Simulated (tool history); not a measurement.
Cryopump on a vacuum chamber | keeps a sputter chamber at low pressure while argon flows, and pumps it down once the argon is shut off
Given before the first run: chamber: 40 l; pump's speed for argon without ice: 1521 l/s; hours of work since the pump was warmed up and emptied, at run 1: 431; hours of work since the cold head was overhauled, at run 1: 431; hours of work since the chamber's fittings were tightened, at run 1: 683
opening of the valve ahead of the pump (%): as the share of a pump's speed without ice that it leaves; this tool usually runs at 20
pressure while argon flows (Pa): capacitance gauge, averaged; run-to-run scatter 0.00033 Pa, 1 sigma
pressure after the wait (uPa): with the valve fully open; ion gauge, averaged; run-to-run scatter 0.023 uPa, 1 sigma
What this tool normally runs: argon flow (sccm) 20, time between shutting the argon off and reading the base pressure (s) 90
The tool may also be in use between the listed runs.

| run | hour | argon flow (sccm) | time between shutting the argon off and reading the base pressure (s) | opening of the valve ahead of the pump (%) | hours of work since the pump was warmed up and emptied | hours of work since the cold head was overhauled | hours of work since the chamber's fittings were tightened | pressure while argon flows (Pa) | pressure after the wait (uPa) |
|---|---|---|---|---|---|---|---|---|---|
| 1 | 0.0 | 20 | 90 | 20 | 431 | 431 | 683 | 0.1132 | 1.07 |
| 2 | 53.5 | 20 | 28 | 20 | 457 | 457 | 710 | 0.1135 | 2.79 |
| 3 | 97.8 | 20 | 28 | 20 | 479 | 479 | 731 | 0.1132 | 2.75 |
| 4 | 164.9 | 20 | 28 | 20 | 512 | 512 | 764 | 0.1140 | 2.73 |
| 5 | 250.0 | 20 | 90 | 20 | 554 | 554 | 806 | 0.1137 | 1.14 |
| 6 | 302.1 | 20 | 90 | 20 | 579 | 579 | 832 | 0.1141 | 1.12 |
| 7 | 353.5 | 25 | 90 | 20 | 604 | 604 | 857 | 0.1420 | 1.16 |
| 8 | 393.1 | 20 | 90 | 16 | 624 | 624 | 877 | 0.1418 | 1.10 |
| 9 | 439.0 | 20 | 123 | 20 | 646 | 646 | 899 | 0.1142 | 0.93 |
| 10 | 507.4 | 20 | 123 | 20 | 680 | 680 | 933 | 0.1147 | 0.89 |
| 11 | 551.6 | 9 | 61 | 18 | 702 | 702 | 955 | 0.0567 | 1.50 |
| 12 | 610.8 | 9 | 61 | 18 | 731 | 731 | 984 | 0.0573 | 1.50 |
| 13 | 670.8 | 20 | 220 | 36 | 760 | 760 | 1013 | 0.0655 | 0.67 |
| 14 | 764.9 | 9 | 49 | 39 | 807 | 807 | 1059 | 0.0273 | 1.78 |
| 15 | 857.9 | 36 | 49 | 16 | 853 | 853 | 1105 | 0.2578 | 1.85 |
| 16 | 932.4 | 17 | 90 | 50 | 889 | 889 | 1142 | 0.0418 | 1.16 |
| 17 | 1007.8 | 13 | 20 | 20 | 926 | 926 | 1179 | 0.0752 | 3.93 |
| 18 | 1069.3 | 13 | 20 | 38 | 957 | 957 | 1209 | 0.0415 | 3.86 |

Alternative continuations, all from the tool just after run 18; predict every row:
| A | 1138.3 | 9 | 263 | 38 | 990 | 990 | 1243 | ? | ? |
| B | 1138.3 | 20 | 22 | 48 | 990 | 990 | 1243 | ? | ? |
| C | 1138.3 | 33 | 237 | 21 | 990 | 990 | 1243 | ? | ? |

| run | pressure while argon flows (Pa) | pressure after the wait (uPa) |
|---|---|---|
| A | 0.0284 | 0.68 |
| B | 0.0517 | 3.56 |
| C | 0.1830 | 0.68 |
Without the tool's hidden state the same runs would have given:
| run | pressure while argon flows (Pa) | pressure after the wait (uPa) |
|---|---|---|
| A | 0.0261 | 0.47 |
| B | 0.0466 | 3.36 |
| C | 0.1745 | 0.48 |

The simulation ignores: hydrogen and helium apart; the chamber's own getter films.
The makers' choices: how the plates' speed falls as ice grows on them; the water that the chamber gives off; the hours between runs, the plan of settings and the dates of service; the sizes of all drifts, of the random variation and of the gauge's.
